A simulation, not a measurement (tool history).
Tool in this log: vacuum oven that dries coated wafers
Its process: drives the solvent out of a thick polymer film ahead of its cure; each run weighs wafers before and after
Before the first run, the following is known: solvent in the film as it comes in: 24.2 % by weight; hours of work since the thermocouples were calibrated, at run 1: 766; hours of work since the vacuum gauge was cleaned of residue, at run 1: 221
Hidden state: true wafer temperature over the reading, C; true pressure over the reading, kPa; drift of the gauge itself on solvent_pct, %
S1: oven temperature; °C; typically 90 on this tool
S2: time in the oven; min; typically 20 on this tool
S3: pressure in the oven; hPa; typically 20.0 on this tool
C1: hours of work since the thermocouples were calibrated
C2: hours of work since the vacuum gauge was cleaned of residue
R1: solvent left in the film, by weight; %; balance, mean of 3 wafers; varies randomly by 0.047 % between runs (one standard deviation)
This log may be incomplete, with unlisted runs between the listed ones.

run 1 day=0.000 | S1=90 S2=20 S3=20.0 | C1=766 C2=221 | R1=4.74
run 2 day=1.508 | S1=90 S2=11 S3=20.0 | C1=790 C2=245 | R1=8.69
run 3 day=3.388 | S1=90 S2=20 S3=48.2 | C1=820 C2=275 | R1=6.26
run 4 day=4.533 | S1=90 S2=20 S3=48.2 | C1=839 C2=294 | R1=6.34
run 5 day=5.875 | S1=90 S2=20 S3=20.0 | C1=860 C2=315 | R1=4.83
-- day=6.721 oven's thermocouples calibrated
run 6 day=7.158 | S1=90 S2=20 S3=20.0 | C1=7 C2=334 | R1=4.26
run 7 day=8.512 | S1=90 S2=20 S3=66.1 | C1=29 C2=356 | R1=6.85
run 8 day=10.208 | S1=90 S2=20 S3=66.1 | C1=56 C2=383 | R1=6.86
run 9 day=11.512 | S1=90 S2=20 S3=55.0 | C1=77 C2=404 | R1=6.27
run 10 day=12.604 | S1=90 S2=20 S3=55.0 | C1=94 C2=421 | R1=6.17
run 11 day=13.642 | S1=90 S2=12 S3=55.0 | C1=111 C2=438 | R1=9.16
run 12 day=15.079 | S1=90 S2=12 S3=55.0 | C1=134 C2=461 | R1=9.30
run 13 day=16.112 | S1=90 S2=12 S3=55.0 | C1=150 C2=478 | R1=9.13
run 14 day=17.221 | S1=90 S2=20 S3=20.0 | C1=168 C2=495 | R1=4.39
run 15 day=18.275 | S1=90 S2=20 S3=20.0 | C1=185 C2=512 | R1=4.41
run 16 day=19.438 | S1=90 S2=20 S3=20.0 | C1=204 C2=531 | R1=4.45
run 17 day=20.917 | S1=90 S2=20 S3=20.0 | C1=227 C2=555 | R1=4.43
run 18 day=21.879 | S1=90 S2=20 S3=20.0 | C1=243 C2=570 | R1=4.51
run 19 day=23.558 | S1=90 S2=20 S3=15.1 | C1=270 C2=597 | R1=4.26
run 20 day=25.554 | S1=90 S2=20 S3=20.0 | C1=302 C2=629 | R1=4.54
run 21 day=27.029 | S1=90 S2=20 S3=20.0 | C1=325 C2=652 | R1=4.57
run 22 day=29.083 | S1=90 S2=20 S3=15.1 | C1=358 C2=685 | R1=4.28
run 23 day=30.854 | S1=90 S2=20 S3=15.1 | C1=386 C2=714 | R1=4.25
run 24 day=31.975 | S1=85 S2=20 S3=47.9 | C1=404 C2=732 | R1=8.80
run 25 day=32.817 | S1=86 S2=24 S3=49.3 | C1=418 C2=745 | R1=7.37
run 26 day=34.121 | S1=87 S2=11 S3=46.4 | C1=439 C2=766 | R1=11.30
run 27 day=35.079 | S1=90 S2=20 S3=16.7 | C1=454 C2=781 | R1=4.46
run 28 day=36.608 | S1=77 S2=20 S3=20.0 | C1=478 C2=806 | R1=11.72
run 29 day=38.192 | S1=88 S2=20 S3=20.0 | C1=504 C2=831 | R1=5.63
run 30 day=40.242 | S1=95 S2=13 S3=20.0 | C1=537 C2=864 | R1=4.78
run 31 day=41.958 | S1=100 S2=20 S3=59.1 | C1=564 C2=891 | R1=3.25
run 32 day=43.038 | S1=82 S2=17 S3=33.6 | C1=581 C2=909 | R1=10.98
run 33 day=43.921 | S1=82 S2=17 S3=33.6 | C1=596 C2=923 | R1=10.79
run 34 day=45.942 | S1=88 S2=16 S3=17.0 | C1=628 C2=955 | R1=6.94
run 35 day=47.433 | S1=95 S2=17 S3=10.4 | C1=652 C2=979 | R1=2.90
run 36 day=49.225 | S1=95 S2=17 S3=10.4 | C1=680 C2=1008 | R1=2.97
run 37 day=50.679 | S1=95 S2=17 S3=10.4 | C1=704 C2=1031 | R1=2.99
run 38 day=51.946 | S1=95 S2=17 S3=10.4 | C1=724 C2=1051 | R1=2.94
run 39 day=53.592 | S1=101 S2=20 S3=72.5 | C1=750 C2=1078 | R1=3.65
run 40 day=55.667 | S1=103 S2=20 S3=54.0 | C1=784 C2=1111 | R1=2.54
run 41 day=56.633 | S1=90 S2=12 S3=30.5 | C1=799 C2=1126 | R1=8.64
run 42 day=57.596 | S1=90 S2=12 S3=20.0 | C1=814 C2=1142 | R1=8.14
run 43 day=58.896 | S1=91 S2=12 S3=20.0 | C1=835 C2=1163 | R1=7.61
run 44 day=60.142 | S1=78 S2=20 S3=13.0 | C1=855 C2=1182 | R1=11.07

Run 45, settings as shown, results not yet in. Your forecast:
-- day=61.267 oven's thermocouples calibrated
run 45 day=61.975 | S1=78 S2=20 S3=13.0 | C1=11 C2=1211 | R1=?

{"run 45": {"R1": 10.64}}
If the tool had no hidden condition, the same run with the same run-to-run variation would have returned R1 10.43 %.

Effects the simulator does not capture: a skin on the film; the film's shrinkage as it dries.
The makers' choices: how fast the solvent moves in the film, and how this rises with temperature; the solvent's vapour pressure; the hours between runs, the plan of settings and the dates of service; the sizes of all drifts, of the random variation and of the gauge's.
